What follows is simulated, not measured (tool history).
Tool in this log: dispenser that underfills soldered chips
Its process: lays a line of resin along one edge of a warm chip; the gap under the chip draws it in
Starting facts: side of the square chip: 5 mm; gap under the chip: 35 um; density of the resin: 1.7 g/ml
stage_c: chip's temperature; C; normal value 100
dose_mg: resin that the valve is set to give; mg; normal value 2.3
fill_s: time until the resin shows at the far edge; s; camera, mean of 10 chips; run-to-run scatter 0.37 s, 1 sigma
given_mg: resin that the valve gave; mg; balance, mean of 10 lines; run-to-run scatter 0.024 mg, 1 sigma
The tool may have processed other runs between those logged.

run,hour,stage_c,dose_mg,fill_s,given_mg
1,0,100,2.3,23.8,2.17
2,4,100,2.3,28.3,2.14
3,7.2,100,2.3,32,2.17
# hour 12.6: new syringe of resin
4,12.8,100,3,21.9,2.77
5,16.2,100,3,24.4,2.77
6,21.7,100,2.3,32.3,2.11
# hour 27.4: new syringe of resin
7,27.6,100,2.08,23.4,1.93
8,31.7,100,2.08,26.5,1.91
9,34.8,103,2.08,27.1,1.9
10,38.5,103,2.08,30.7,1.88
# hour 39.8: dispensing valve cleaned and set on the balance
# hour 43: new syringe of resin
11,45.1,103,2.08,21.1,2.07
12,50.8,103,2.08,26,2.05
13,55.6,100,2.3,35.2,2.25
# hour 57.8: new syringe of resin
14,60.6,100,2.84,24.2,2.78
15,63.7,100,2.84,26.5,2.75
16,69.2,100,2.84,33.5,2.81
# hour 72.4: new syringe of resin
17,74,100,2.84,22.6,2.74
18,79.8,100,2.3,28.6,2.23
19,84.8,95,2.37,41.9,2.3
# hour 87.4: new syringe of resin
20,89.9,99,2.3,24.1,2.23
21,95.5,109,2.45,20.3,2.36
22,99.5,98,2.63,35.9,2.55
# hour 102.2: new syringe of resin
23,102.5,98,2.63,22.5,2.52
24,107.7,98,2.63,28.4,2.53
25,112.8,98,2.63,33.7,2.48
26,115.7,109,2.14,26.5,2.06
# hour 116.9: new syringe of resin
27,118.4,97,2.08,26.7,1.97
28,122,97,2.08,30.5,1.95
29,125.4,97,2.08,34.7,1.97
30,129.9,104,2.72,29.8,2.56
# hour 131.7: new syringe of resin
31,135.8,104,2.72,21.1,2.58
32,140.7,114,2.53,18,2.4
33,144.7,114,2.53,21.4,2.38
# hour 146.6: new syringe of resin
34,148.4,90,2.38,35,2.23
35,152.6,101,2.58,25.4,2.4
36,157,111,2.17,21.2,2.01

Predict each of these 4 candidate next runs independently; none follows another, all start after run 36:
A,159.7,110,2.74,?,?
B,159.7,111,2.27,?,?
C,159.7,88,2.19,?,?
D,159.7,94,2.12,?,?

run,fill_s,given_mg
A,23.6,2.53
B,23.9,2.12
C,58.7,2.05
D,46.9,1.97
Stripped of hidden state, with their random variation kept, the same runs would have yielded:
run,fill_s,given_mg
A,14.5,2.72
B,14.8,2.28
C,35.8,2.2
D,28.6,2.12

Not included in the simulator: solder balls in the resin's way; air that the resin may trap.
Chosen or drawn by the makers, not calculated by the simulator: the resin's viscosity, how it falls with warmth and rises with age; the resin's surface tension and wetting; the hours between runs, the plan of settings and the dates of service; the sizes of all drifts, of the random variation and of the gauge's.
